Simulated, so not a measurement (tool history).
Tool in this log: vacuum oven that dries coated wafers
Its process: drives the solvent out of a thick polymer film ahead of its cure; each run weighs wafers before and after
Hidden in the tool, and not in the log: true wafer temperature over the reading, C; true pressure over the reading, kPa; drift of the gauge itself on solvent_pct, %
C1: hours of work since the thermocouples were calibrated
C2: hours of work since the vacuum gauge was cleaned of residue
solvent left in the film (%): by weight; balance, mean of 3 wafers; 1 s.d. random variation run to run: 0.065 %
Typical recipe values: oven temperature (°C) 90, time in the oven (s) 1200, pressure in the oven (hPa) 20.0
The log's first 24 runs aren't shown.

run 25 day=25.142 | oven_temperature_(°C)=94 time_in_the_oven_(s)=1200 pressure_in_the_oven_(hPa)=11.5 | C1=1041 C2=1154 | solvent_left_in_the_film_(%)=2.98
run 26 day=26.425 | oven_temperature_(°C)=94 time_in_the_oven_(s)=1200 pressure_in_the_oven_(hPa)=11.5 | C1=1065 C2=1177 | solvent_left_in_the_film_(%)=3.00
run 27 day=27.058 | oven_temperature_(°C)=94 time_in_the_oven_(s)=1200 pressure_in_the_oven_(hPa)=11.5 | C1=1077 C2=1189 | solvent_left_in_the_film_(%)=2.92
run 28 day=28.283 | oven_temperature_(°C)=94 time_in_the_oven_(s)=1140 pressure_in_the_oven_(hPa)=11.5 | C1=1100 C2=1212 | solvent_left_in_the_film_(%)=3.28
run 29 day=29.596 | oven_temperature_(°C)=96 time_in_the_oven_(s)=1620 pressure_in_the_oven_(hPa)=68.3 | C1=1124 C2=1236 | solvent_left_in_the_film_(%)=2.66
run 30 day=31.054 | oven_temperature_(°C)=79 time_in_the_oven_(s)=780 pressure_in_the_oven_(hPa)=11.2 | C1=1151 C2=1264 | solvent_left_in_the_film_(%)=8.95
run 31 day=31.746 | oven_temperature_(°C)=79 time_in_the_oven_(s)=1620 pressure_in_the_oven_(hPa)=11.2 | C1=1164 C2=1276 | solvent_left_in_the_film_(%)=5.64
run 32 day=32.933 | oven_temperature_(°C)=79 time_in_the_oven_(s)=1200 pressure_in_the_oven_(hPa)=20.0 | C1=1186 C2=1298 | solvent_left_in_the_film_(%)=7.47
run 33 day=33.871 | oven_temperature_(°C)=77 time_in_the_oven_(s)=1380 pressure_in_the_oven_(hPa)=20.0 | C1=1203 C2=1316 | solvent_left_in_the_film_(%)=7.43
run 34 day=35.075 | oven_temperature_(°C)=90 time_in_the_oven_(s)=1740 pressure_in_the_oven_(hPa)=20.0 | C1=1226 C2=1338 | solvent_left_in_the_film_(%)=2.55
run 35 day=35.883 | oven_temperature_(°C)=76 time_in_the_oven_(s)=1440 pressure_in_the_oven_(hPa)=56.8 | C1=1241 C2=1353 | solvent_left_in_the_film_(%)=8.33
run 36 day=36.588 | oven_temperature_(°C)=88 time_in_the_oven_(s)=1380 pressure_in_the_oven_(hPa)=19.6 | C1=1254 C2=1366 | solvent_left_in_the_film_(%)=4.07
run 37 day=37.962 | oven_temperature_(°C)=88 time_in_the_oven_(s)=1380 pressure_in_the_oven_(hPa)=19.6 | C1=1279 C2=1392 | solvent_left_in_the_film_(%)=4.01
run 38 day=38.642 | oven_temperature_(°C)=104 time_in_the_oven_(s)=840 pressure_in_the_oven_(hPa)=49.6 | C1=1292 C2=1405 | solvent_left_in_the_film_(%)=2.84
run 39 day=40.054 | oven_temperature_(°C)=89 time_in_the_oven_(s)=900 pressure_in_the_oven_(hPa)=20.0 | C1=1318 C2=1431 | solvent_left_in_the_film_(%)=5.88
run 40 day=41.308 | oven_temperature_(°C)=89 time_in_the_oven_(s)=900 pressure_in_the_oven_(hPa)=20.0 | C1=1342 C2=1454 | solvent_left_in_the_film_(%)=5.87
run 41 day=41.904 | oven_temperature_(°C)=90 time_in_the_oven_(s)=1200 pressure_in_the_oven_(hPa)=10.2 | C1=1353 C2=1465 | solvent_left_in_the_film_(%)=3.93
run 42 day=42.700 | oven_temperature_(°C)=78 time_in_the_oven_(s)=1440 pressure_in_the_oven_(hPa)=20.0 | C1=1368 C2=1480 | solvent_left_in_the_film_(%)=6.76
run 43 day=44.167 | oven_temperature_(°C)=90 time_in_the_oven_(s)=1800 pressure_in_the_oven_(hPa)=17.4 | C1=1395 C2=1507 | solvent_left_in_the_film_(%)=2.31
run 44 day=45.375 | oven_temperature_(°C)=90 time_in_the_oven_(s)=1800 pressure_in_the_oven_(hPa)=17.4 | C1=1417 C2=1530 | solvent_left_in_the_film_(%)=2.41
run 45 day=46.262 | oven_temperature_(°C)=90 time_in_the_oven_(s)=1800 pressure_in_the_oven_(hPa)=17.4 | C1=1434 C2=1546 | solvent_left_in_the_film_(%)=2.41
run 46 day=47.325 | oven_temperature_(°C)=90 time_in_the_oven_(s)=1800 pressure_in_the_oven_(hPa)=17.4 | C1=1454 C2=1566 | solvent_left_in_the_film_(%)=2.38

Each row is a separate what-if for the run after 46, all from the same tool condition, not one after another. Results?
run A day=48.446 | oven_temperature_(°C)=90 time_in_the_oven_(s)=1800 pressure_in_the_oven_(hPa)=15.2 | C1=1474 C2=1587 | solvent_left_in_the_film_(%)=?
run B day=48.446 | oven_temperature_(°C)=101 time_in_the_oven_(s)=1800 pressure_in_the_oven_(hPa)=17.4 | C1=1474 C2=1587 | solvent_left_in_the_film_(%)=?
run C day=48.446 | oven_temperature_(°C)=90 time_in_the_oven_(s)=720 pressure_in_the_oven_(hPa)=17.4 | C1=1474 C2=1587 | solvent_left_in_the_film_(%)=?
run D day=48.446 | oven_temperature_(°C)=83 time_in_the_oven_(s)=2160 pressure_in_the_oven_(hPa)=27.7 | C1=1474 C2=1587 | solvent_left_in_the_film_(%)=?

run=A solvent_left_in_the_film_(%)=2.35
run=B solvent_left_in_the_film_(%)=0.74
run=C solvent_left_in_the_film_(%)=6.65
run=D solvent_left_in_the_film_(%)=3.50
Had the tool no hidden state, the same runs would have come out as:
run=A solvent_left_in_the_film_(%)=2.31
run=B solvent_left_in_the_film_(%)=0.72
run=C solvent_left_in_the_film_(%)=6.60
run=D solvent_left_in_the_film_(%)=3.45
